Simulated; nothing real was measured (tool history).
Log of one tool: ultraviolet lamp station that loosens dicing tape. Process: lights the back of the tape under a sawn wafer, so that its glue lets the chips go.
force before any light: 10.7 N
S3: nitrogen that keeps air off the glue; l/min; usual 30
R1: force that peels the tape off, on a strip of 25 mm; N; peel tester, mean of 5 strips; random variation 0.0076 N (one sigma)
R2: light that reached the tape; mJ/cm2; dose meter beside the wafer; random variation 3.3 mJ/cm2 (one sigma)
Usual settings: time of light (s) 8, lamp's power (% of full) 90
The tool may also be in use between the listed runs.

run 1 hour=0 | time_of_light_(s)=8 lamp's_power_(%_of_full)=90 S3=30 | R1=0.289 R2=530
run 2 hour=15.5 | time_of_light_(s)=8 lamp's_power_(%_of_full)=90 S3=30 | R1=0.291 R2=529
run 3 hour=46.3 | time_of_light_(s)=8 lamp's_power_(%_of_full)=90 S3=30 | R1=0.286 R2=525
run 4 hour=65.2 | time_of_light_(s)=11 lamp's_power_(%_of_full)=90 S3=30 | R1=0.203 R2=725
run 5 hour=94.4 | time_of_light_(s)=11 lamp's_power_(%_of_full)=90 S3=30 | R1=0.198 R2=716
run 6 hour=121.6 | time_of_light_(s)=11 lamp's_power_(%_of_full)=90 S3=30 | R1=0.212 R2=728
run 7 hour=134.8 | time_of_light_(s)=11 lamp's_power_(%_of_full)=90 S3=30 | R1=0.195 R2=722
run 8 hour=161.8 | time_of_light_(s)=11 lamp's_power_(%_of_full)=90 S3=30 | R1=0.211 R2=727
run 9 hour=175.4 | time_of_light_(s)=11 lamp's_power_(%_of_full)=90 S3=30 | R1=0.213 R2=733
run 10 hour=204.4 | time_of_light_(s)=11 lamp's_power_(%_of_full)=90 S3=30 | R1=0.198 R2=719
run 11 hour=230.5 | time_of_light_(s)=8 lamp's_power_(%_of_full)=90 S3=30 | R1=0.297 R2=530
run 12 hour=255.9 | time_of_light_(s)=8 lamp's_power_(%_of_full)=90 S3=30 | R1=0.279 R2=526
run 13 hour=280.6 | time_of_light_(s)=8 lamp's_power_(%_of_full)=81 S3=30 | R1=0.356 R2=471
run 14 hour=299.3 | time_of_light_(s)=8 lamp's_power_(%_of_full)=90 S3=30 | R1=0.288 R2=527
run 15 hour=321.4 | time_of_light_(s)=16 lamp's_power_(%_of_full)=90 S3=30 | R1=0.19 R2=1052
run 16 hour=334.6 | time_of_light_(s)=11 lamp's_power_(%_of_full)=62 S3=30 | R1=0.311 R2=496
run 17 hour=364 | time_of_light_(s)=11 lamp's_power_(%_of_full)=62 S3=30 | R1=0.305 R2=499
run 18 hour=391.5 | time_of_light_(s)=12 lamp's_power_(%_of_full)=62 S3=30 | R1=0.272 R2=542
-- hour=406.1 lamp changed
run 19 hour=423 | time_of_light_(s)=5 lamp's_power_(%_of_full)=84 S3=9 | R1=1.471 R2=307
-- hour=425.6 window cleaned of glue's vapour
run 20 hour=445.4 | time_of_light_(s)=14 lamp's_power_(%_of_full)=83 S3=22 | R1=0.2 R2=852
run 21 hour=464.6 | time_of_light_(s)=14 lamp's_power_(%_of_full)=83 S3=22 | R1=0.196 R2=852
run 22 hour=489.6 | time_of_light_(s)=16 lamp's_power_(%_of_full)=74 S3=56 | R1=0.198 R2=852
run 23 hour=505.3 | time_of_light_(s)=5 lamp's_power_(%_of_full)=66 S3=28 | R1=1.472 R2=239
run 24 hour=532.1 | time_of_light_(s)=5 lamp's_power_(%_of_full)=90 S3=15 | R1=1.022 R2=328
run 25 hour=555.2 | time_of_light_(s)=4 lamp's_power_(%_of_full)=90 S3=24 | R1=1.32 R2=263
run 26 hour=570.4 | time_of_light_(s)=4 lamp's_power_(%_of_full)=90 S3=24 | R1=1.337 R2=267
run 27 hour=591 | time_of_light_(s)=4 lamp's_power_(%_of_full)=90 S3=24 | R1=1.297 R2=265
run 28 hour=620.1 | time_of_light_(s)=15 lamp's_power_(%_of_full)=90 S3=21 | R1=0.196 R2=994
run 29 hour=636.7 | time_of_light_(s)=15 lamp's_power_(%_of_full)=90 S3=21 | R1=0.195 R2=975

Forecast each of these 3 alternatives for the next run:
run A hour=666 | time_of_light_(s)=11 lamp's_power_(%_of_full)=79 S3=30 | R1=? R2=?
run B hour=666 | time_of_light_(s)=15 lamp's_power_(%_of_full)=90 S3=50 | R1=? R2=?
run C hour=666 | time_of_light_(s)=6 lamp's_power_(%_of_full)=79 S3=32 | R1=? R2=?

run=A R1=0.233 R2=628
run=B R1=0.195 R2=988
run=C R1=0.661 R2=350
Without the tool's hidden state the same runs would have given:
run=A R1=0.233 R2=628
run=B R1=0.195 R2=990
run=C R1=0.659 R2=351
